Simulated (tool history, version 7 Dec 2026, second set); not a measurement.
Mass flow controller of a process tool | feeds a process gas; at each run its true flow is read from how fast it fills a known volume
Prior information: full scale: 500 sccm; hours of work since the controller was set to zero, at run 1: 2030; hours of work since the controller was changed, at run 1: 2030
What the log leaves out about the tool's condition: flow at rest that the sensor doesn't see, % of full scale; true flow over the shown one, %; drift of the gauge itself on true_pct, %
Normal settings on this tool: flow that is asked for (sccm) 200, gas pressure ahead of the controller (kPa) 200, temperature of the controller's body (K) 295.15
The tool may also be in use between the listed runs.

| run | hour | flow that is asked for (sccm) | gas pressure ahead of the controller (kPa) | temperature of the controller's body (K) | hours of work since the controller was set to zero | hours of work since the controller was changed | true flow (%) |
|---|---|---|---|---|---|---|---|
| 1 | 0.0 | 200 | 200 | 295.15 | 2030 | 2030 | 97.96 |
| 2 | 187.8 | 200 | 200 | 295.15 | 2105 | 2105 | 97.99 |
| 3 | 578.7 | 200 | 200 | 295.15 | 2260 | 2260 | 97.99 |
| 4 | 782.8 | 200 | 200 | 295.15 | 2341 | 2341 | 97.93 |
| 5 | 1151.3 | 200 | 200 | 295.15 | 2487 | 2487 | 97.92 |
| 6 | 1455.3 | 200 | 200 | 295.15 | 2608 | 2608 | 97.76 |
| 7 | 1843.3 | 200 | 200 | 295.15 | 2762 | 2762 | 97.88 |
| 8 | 2037.3 | 200 | 200 | 295.15 | 2839 | 2839 | 97.86 |
| 9 | 2221.1 | 192 | 245 | 311.15 | 2912 | 2912 | 96.96 |
| 10 | 2611.0 | 192 | 245 | 311.15 | 3067 | 3067 | 96.89 |
| 11 | 2943.3 | 192 | 245 | 311.15 | 3199 | 3199 | 96.71 |
| 12 | 3311.3 | 486 | 200 | 309.15 | 3345 | 3345 | 99.15 |
| 13 | 3470.7 | 486 | 200 | 309.15 | 3408 | 3408 | 99.04 |

Run 14 comes next. What will it give?
| 14 | 3839.7 | 66 | 200 | 301.15 | 3555 | 3555 | ? |

For run 14 the tool returned true flow (%) 96.48.
The same run, on a tool lacking any hidden state, would have yielded true flow (%) 96.81.
